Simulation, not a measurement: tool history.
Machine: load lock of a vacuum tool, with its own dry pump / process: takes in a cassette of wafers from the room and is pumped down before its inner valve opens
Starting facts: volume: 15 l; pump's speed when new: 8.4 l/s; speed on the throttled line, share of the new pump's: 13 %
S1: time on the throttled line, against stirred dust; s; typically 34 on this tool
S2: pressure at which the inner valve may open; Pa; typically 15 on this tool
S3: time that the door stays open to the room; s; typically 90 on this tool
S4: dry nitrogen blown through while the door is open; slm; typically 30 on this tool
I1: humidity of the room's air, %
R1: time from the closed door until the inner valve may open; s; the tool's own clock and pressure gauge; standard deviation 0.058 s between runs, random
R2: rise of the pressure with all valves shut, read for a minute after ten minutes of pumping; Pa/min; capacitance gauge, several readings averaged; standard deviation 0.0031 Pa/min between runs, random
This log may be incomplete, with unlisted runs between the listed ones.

Run 1, day 0.000: usual settings; I1 46.5. Result: R1 45.41 s, R2 0.076 Pa/min.
Run 2, day 10.562: usual settings; I1 46.2. Result: R1 45.52 s, R2 0.078 Pa/min.
Run 3, day 26.025: usual settings; I1 40.0. Result: R1 45.59 s, R2 0.067 Pa/min.
Run 4, day 34.662: usual settings but S3 172 s; I1 42.7. Result: R1 45.47 s, R2 0.103 Pa/min.
Run 5, day 45.658: usual settings but S3 172 s; I1 45.7. Result: R1 45.49 s, R2 0.106 Pa/min.
At day 47.829: door's seal changed, seat wiped.
Run 6, day 55.762: usual settings; I1 46.7. Result: R1 45.44 s, R2 0.078 Pa/min.
Run 7, day 65.896: usual settings; I1 44.8. Result: R1 45.51 s, R2 0.079 Pa/min.
Run 8, day 85.008: usual settings; I1 42.6. Result: R1 45.55 s, R2 0.069 Pa/min.
Run 9, day 93.129: usual settings; I1 41.7. Result: R1 45.52 s, R2 0.067 Pa/min.
Run 10, day 102.533: usual settings; I1 44.5. Result: R1 45.39 s, R2 0.069 Pa/min.
Run 11, day 111.862: usual settings; I1 44.5. Result: R1 45.49 s, R2 0.075 Pa/min.
Run 12, day 122.475: usual settings but S4 42 slm; I1 44.1. Result: R1 45.50 s, R2 0.062 Pa/min.
Run 13, day 131.167: usual settings but S3 34 s; I1 44.7. Result: R1 45.46 s, R2 0.047 Pa/min.
Run 14, day 146.712: usual settings but S3 34 s; I1 48.2. Result: R1 45.42 s, R2 0.050 Pa/min.
Run 15, day 154.579: usual settings but S3 34 s; I1 40.9. Result: R1 45.37 s, R2 0.044 Pa/min.
Run 16, day 169.692: usual settings but S3 34 s, S4 6 slm; I1 47.4. Result: R1 45.54 s, R2 0.067 Pa/min.
Run 17, day 178.788: usual settings but S3 34 s, S4 6 slm; I1 42.0. Result: R1 45.46 s, R2 0.069 Pa/min.
Run 18, day 197.771: usual settings but S2 12 Pa, S3 189 s, S4 6 slm; I1 43.4. Result: R1 45.90 s, R2 0.162 Pa/min.
Run 19, day 207.304: usual settings but S2 12 Pa, S3 189 s, S4 6 slm; I1 46.1. Result: R1 45.79 s, R2 0.171 Pa/min.
Run 20, day 222.762: usual settings but S1 23 s, S2 12 Pa, S3 138 s, S4 6 slm; I1 46.6. Result: R1 36.33 s, R2 0.150 Pa/min.
Run 21, day 232.883: usual settings but S1 19 s, S3 38 s; I1 43.4. Result: R1 32.38 s, R2 0.048 Pa/min.
Run 22, day 249.283: usual settings but S1 29 s, S2 13 Pa, S3 46 s; I1 46.6. Result: R1 41.42 s, R2 0.061 Pa/min.
Run 23, day 257.004: usual settings but S4 6 slm; I1 47.8. Result: R1 45.61 s, R2 0.125 Pa/min.
Run 24, day 274.442: usual settings but S4 5 slm; I1 40.5. Result: R1 45.51 s, R2 0.104 Pa/min.
Run 25, day 288.488: usual settings but S2 12 Pa, S4 31 slm; I1 46.3. Result: R1 45.89 s, R2 0.073 Pa/min.
Run 26, day 297.017: usual settings but S2 12 Pa, S4 31 slm; I1 43.6. Result: R1 45.98 s, R2 0.073 Pa/min.
Run 27, day 306.800: usual settings but S1 33 s, S3 27 s; I1 44.5. Result: R1 44.63 s, R2 0.049 Pa/min.
Run 28, day 324.292: usual settings but S1 33 s, S2 30 Pa, S3 27 s; I1 44.2. Result: R1 43.44 s, R2 0.039 Pa/min.
At day 332.954: door's seal changed, seat wiped.
Run 29, day 342.558: usual settings but S1 33 s, S2 30 Pa, S3 192 s, S4 27 slm; I1 49.5. Result: R1 43.32 s, R2 0.125 Pa/min.
Run 30, day 360.767: usual settings but S1 33 s, S2 30 Pa, S3 192 s, S4 27 slm; I1 45.6. Result: R1 43.34 s, R2 0.120 Pa/min.
Run 31, day 371.988: usual settings but S1 56 s, S2 30 Pa, S3 99 s, S4 27 slm; I1 47.0. Result: R1 63.42 s, R2 0.093 Pa/min.

3 options for the next run, each taken on its own from the tool as it stands now. Forecast them:
Run A, day 383.821: usual settings but S1 56 s, S2 30 Pa, S3 99 s, S4 28 slm; I1 46.4. Result: R1 ?, R2 ?.
Run B, day 383.821: usual settings but S1 25 s, S3 111 s, S4 11 slm; I1 43.0. Result: R1 ?, R2 ?.
Run C, day 383.821: usual settings but S1 28 s, S3 67 s, S4 35 slm; I1 43.4. Result: R1 ?, R2 ?.

run     R1     R2
  A  63.23  0.083
  B  37.73  0.108
  C  40.34  0.058
Take away the tool's hidden state, keep each run's random variation, and the runs would have read:
run     R1     R2
  A  63.23  0.083
  B  37.72  0.108
  C  40.34  0.058
